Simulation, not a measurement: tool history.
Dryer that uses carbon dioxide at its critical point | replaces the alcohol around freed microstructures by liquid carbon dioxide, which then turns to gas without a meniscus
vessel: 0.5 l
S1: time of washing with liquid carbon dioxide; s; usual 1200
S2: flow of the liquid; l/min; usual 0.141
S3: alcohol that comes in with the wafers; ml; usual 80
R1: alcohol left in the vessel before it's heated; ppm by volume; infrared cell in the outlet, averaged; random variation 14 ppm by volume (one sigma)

run    hour    S1     S2  S3    R1
  1     0.0  1200  0.141  80  1313
  2    55.2  1200  0.141  80  1426
  3   113.8  1200  0.098  80  5819
  4   169.0  1200  0.098  80  5908
  5   209.2  1200  0.207  80   353
  6   236.5  1200  0.207  80   385
  7   300.9  1200  0.207  80   388
      310.3  -- inlet filter changed
  8   364.9  1200  0.207  80   322
  9   407.8  1200  0.207  80   334
 10   452.6  1200  0.141  49   853
 11   509.5  1200  0.141  49   902
 12   562.7  1680  0.141  80   404
 13   629.0  1200  0.141  80  1435
 14   690.7  1200  0.141  80  1494
 15   737.3  1200  0.141  21   633
 16   786.3  1200  0.141  80  1667
      794.7  -- purifier's bed changed
 17   836.9  1200  0.141  80  1452
      889.1  -- inlet filter changed
 18   889.1  1200  0.141  80   858
 19   936.8  1200  0.141  80   935
 20   985.8  1440  0.141  80   354
 21  1036.0  1440  0.141  80   384
 22  1089.7  1440  0.141  80   409
 23  1146.7  1440  0.168  80   150
 24  1183.9  1440  0.168  22    76
 25  1225.8  1440  0.168  22    83
 26  1266.1  1500  0.168  23    76
 27  1296.2  1320  0.223  80    82
 28  1331.3  1740  0.141  26    97
 29  1371.6  1200  0.125  80  2306
 30  1401.0  1140  0.137  81  2087
 31  1447.4   780  0.177  80  3381
     1462.6  -- inlet filter changed
 32  1496.2  1080  0.177  80   516
 33  1542.8  1080  0.177  80   528
 34  1602.4  1080  0.107  43  2824
 35  1632.8  1080  0.107  43  2796
 36  1669.4  1080  0.107  43  2888
 37  1708.0  1380  0.194  47   126
 38  1767.5  1200  0.141  45   746
 39  1831.1  1200  0.141  45   792
 40  1885.0  1200  0.158  80   812
 41  1952.3  1200  0.158  80   866
 42  2014.4  1200  0.158  80   939
     2037.5  -- inlet filter changed
 43  2076.4  1200  0.120  76  2027
 44  2123.6  1800  0.096  90  1124
 45  2159.3  1800  0.096  90  1133
 46  2224.4  1440  0.234  60   137
 47  2290.0  1080  0.234  60   205

Hidden state or all else? Some run-to-run changes of R1, split into what the settings, what came in and random variation would give without the hidden state, and what is left for the hidden state (with any gauge scatter that isn't in both results):
The hidden state here: flow that reaches the vessel past the clogged filter, %; alcohol in the recycled carbon dioxide, ppm; drift of the gauge itself on alcohol_ppm, %.
Run 2 -> 3: S2 0.141 -> 0.098. R1 +4393 ppm by volume: hidden state +950, all else +3443.
Run 4 -> 5: S2 0.098 -> 0.207. R1 -5555 ppm by volume: hidden state -1382, all else -4173.
Run 31 -> 32: S1 780 -> 1080, inlet filter changed. R1 -2865 ppm by volume: hidden state -1133, all else -1732.

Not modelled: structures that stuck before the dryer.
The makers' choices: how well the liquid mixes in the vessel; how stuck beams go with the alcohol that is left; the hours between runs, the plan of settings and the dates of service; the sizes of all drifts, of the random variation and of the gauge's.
